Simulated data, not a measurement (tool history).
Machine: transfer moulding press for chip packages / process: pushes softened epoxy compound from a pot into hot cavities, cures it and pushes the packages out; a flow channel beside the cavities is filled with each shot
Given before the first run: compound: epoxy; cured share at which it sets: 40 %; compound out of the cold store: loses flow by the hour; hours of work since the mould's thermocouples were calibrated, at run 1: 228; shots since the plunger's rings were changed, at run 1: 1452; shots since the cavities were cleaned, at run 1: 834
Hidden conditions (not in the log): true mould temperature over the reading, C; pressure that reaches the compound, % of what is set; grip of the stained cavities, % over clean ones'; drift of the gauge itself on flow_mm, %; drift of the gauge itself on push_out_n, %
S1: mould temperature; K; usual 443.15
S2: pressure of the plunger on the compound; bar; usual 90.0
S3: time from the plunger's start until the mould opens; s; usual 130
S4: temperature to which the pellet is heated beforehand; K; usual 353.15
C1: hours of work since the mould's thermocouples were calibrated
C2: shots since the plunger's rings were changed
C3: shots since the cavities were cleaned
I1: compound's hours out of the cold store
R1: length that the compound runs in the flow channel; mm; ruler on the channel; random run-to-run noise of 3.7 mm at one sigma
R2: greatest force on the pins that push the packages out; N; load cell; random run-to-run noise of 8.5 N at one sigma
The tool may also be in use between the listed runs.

Run 1, hour 0.0: usual settings; C1 228; C2 1452; C3 834; I1 39.2. Result: R1 755 mm, R2 377 N.
Run 2, hour 7.8: usual settings; C1 232; C2 1506; C3 888; I1 15.7. Result: R1 826 mm, R2 366 N.
Run 3, hour 13.3: usual settings; C1 235; C2 1545; C3 927; I1 27.5. Result: R1 794 mm, R2 388 N.
Run 4, hour 18.7: usual settings; C1 238; C2 1583; C3 965; I1 15.7. Result: R1 824 mm, R2 403 N.
At hour 24.6: cavities cleaned with cleaning compound and waxed.
Run 5, hour 26.5: usual settings; C1 241; C2 1627; C3 14; I1 39.7. Result: R1 763 mm, R2 366 N.
Run 6, hour 39.1: usual settings; C1 247; C2 1715; C3 102; I1 16.8. Result: R1 821 mm, R2 382 N.
Run 7, hour 47.3: usual settings but S2 72.4 bar, S3 159 s; C1 251; C2 1773; C3 160; I1 46.5. Result: R1 671 mm, R2 347 N.
Run 8, hour 59.2: usual settings but S2 72.4 bar, S3 159 s; C1 257; C2 1856; C3 243; I1 10.0. Result: R1 758 mm, R2 338 N.
Run 9, hour 67.3: usual settings but S2 72.4 bar, S3 117 s, S4 358.15 K; C1 261; C2 1913; C3 300; I1 37.9. Result: R1 692 mm, R2 425 N.
Run 10, hour 75.5: usual settings but S2 72.4 bar, S3 117 s, S4 358.15 K; C1 265; C2 1970; C3 357; I1 16.9. Result: R1 738 mm, R2 440 N.
Run 11, hour 81.2: usual settings but S3 128 s, S4 354.15 K; C1 267; C2 2010; C3 397; I1 28.3. Result: R1 792 mm, R2 374 N.

5 ways to go on from here, each from the tool as it stands after run 11. What would each give?
Run A, hour 88.4: usual settings but S2 80.9 bar; C1 271; C2 2061; C3 448; I1 14.0. Result: R1 ?, R2 ?.
Run B, hour 88.4: usual settings but S2 103.8 bar, S3 150 s, S4 362.15 K; C1 271; C2 2061; C3 448; I1 10.6. Result: R1 ?, R2 ?.
Run C, hour 88.4: usual settings but S1 445.15 K, S2 103.5 bar, S4 344.15 K; C1 271; C2 2061; C3 448; I1 35.5. Result: R1 ?, R2 ?.
Run D, hour 88.4: usual settings but S1 440.15 K, S3 128 s, S4 354.15 K; C1 271; C2 2061; C3 448; I1 40.9. Result: R1 ?, R2 ?.
Run E, hour 88.4: usual settings but S3 147 s; C1 271; C2 2061; C3 448; I1 44.8. Result: R1 ?, R2 ?.

run   R1   R2
  A  787  388
  B  907  358
  C  822  361
  D  775  449
  E  746  339
With no hidden state in the tool, these same runs would have given:
run   R1   R2
  A  787  385
  B  907  355
  C  822  358
  D  775  445
  E  746  336
